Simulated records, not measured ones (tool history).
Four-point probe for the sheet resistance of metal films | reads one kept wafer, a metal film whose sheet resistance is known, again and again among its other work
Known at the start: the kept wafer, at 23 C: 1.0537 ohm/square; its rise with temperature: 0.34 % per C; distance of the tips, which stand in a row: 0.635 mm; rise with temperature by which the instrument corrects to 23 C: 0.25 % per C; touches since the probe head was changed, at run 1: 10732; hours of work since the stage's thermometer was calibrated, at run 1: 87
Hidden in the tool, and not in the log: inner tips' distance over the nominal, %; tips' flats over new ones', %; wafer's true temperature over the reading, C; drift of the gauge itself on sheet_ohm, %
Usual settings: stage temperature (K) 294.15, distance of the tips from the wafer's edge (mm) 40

| run | day | stage temperature (K) | distance of the tips from the wafer's edge (mm) | touches since the probe head was changed | hours of work since the stage's thermometer was calibrated | sheet resistance as the instrument gives it (ohm/square) |
|---|---|---|---|---|---|---|
| 1 | 0.000 | 294.15 | 40 | 10732 | 87 | 1.055727 |
| 2 | 0.571 | 294.15 | 40 | 11392 | 98 | 1.055974 |
| 3 | 1.188 | 294.15 | 40 | 12103 | 110 | 1.056305 |
| 4 | 2.321 | 292.15 | 40 | 13412 | 131 | 1.054390 |
| 5 | 3.088 | 294.15 | 40 | 14297 | 146 | 1.056475 |
| 6 | 4.158 | 303.15 | 40 | 15531 | 166 | 1.064303 |
| 7 | 4.979 | 303.15 | 40 | 16481 | 181 | 1.064386 |
| 8 | 5.521 | 303.15 | 40 | 17105 | 191 | 1.064733 |
| 9 | 6.117 | 294.15 | 40 | 17792 | 203 | 1.056542 |
| 10 | 7.071 | 295.15 | 40 | 18896 | 221 | 1.057408 |
| 11 | 7.683 | 294.15 | 40 | 19604 | 232 | 1.056688 |
| 12 | 8.750 | 294.15 | 40 | 20832 | 252 | 1.057098 |
| 13 | 9.612 | 294.15 | 40 | 21828 | 268 | 1.057187 |
|  | 9.704 | stage's thermometer calibrated |
| 14 | 10.150 | 299.15 | 9 | 22428 | 8 | 1.064745 |
| 15 | 10.858 | 299.15 | 9 | 23247 | 22 | 1.064357 |
| 16 | 11.412 | 294.15 | 6 | 23887 | 32 | 1.063418 |
| 17 | 12.308 | 294.15 | 6 | 24919 | 49 | 1.063556 |
| 18 | 13.388 | 302.15 | 5 | 26165 | 69 | 1.073540 |
| 19 | 14.079 | 302.15 | 5 | 26964 | 82 | 1.074026 |
| 20 | 14.733 | 303.15 | 17 | 27718 | 95 | 1.066610 |
|  | 15.454 | stage's thermometer calibrated, once more |
| 21 | 15.592 | 303.15 | 17 | 28684 | 3 | 1.065430 |
| 22 | 16.250 | 303.15 | 17 | 29446 | 15 | 1.065407 |

5 ways to go on from here, each from the tool as it stands after run 22. What would each give?
| A | 16.817 | 303.15 | 21 | 30102 | 26 | ? |
| B | 16.817 | 294.15 | 5 | 30102 | 26 | ? |
| C | 16.817 | 300.15 | 11 | 30102 | 26 | ? |
| D | 16.817 | 296.15 | 6 | 30102 | 26 | ? |
| E | 16.817 | 301.15 | 34 | 30102 | 26 | ? |

| run | sheet resistance as the instrument gives it (ohm/square) |
|---|---|
| A | 1.065338 |
| B | 1.065721 |
| C | 1.063912 |
| D | 1.064513 |
| E | 1.063642 |
Without the tool's hidden state the same runs would have given:
| run | sheet resistance as the instrument gives it (ohm/square) |
|---|---|
| A | 1.060426 |
| B | 1.060816 |
| C | 1.059008 |
| D | 1.059611 |
| E | 1.058738 |
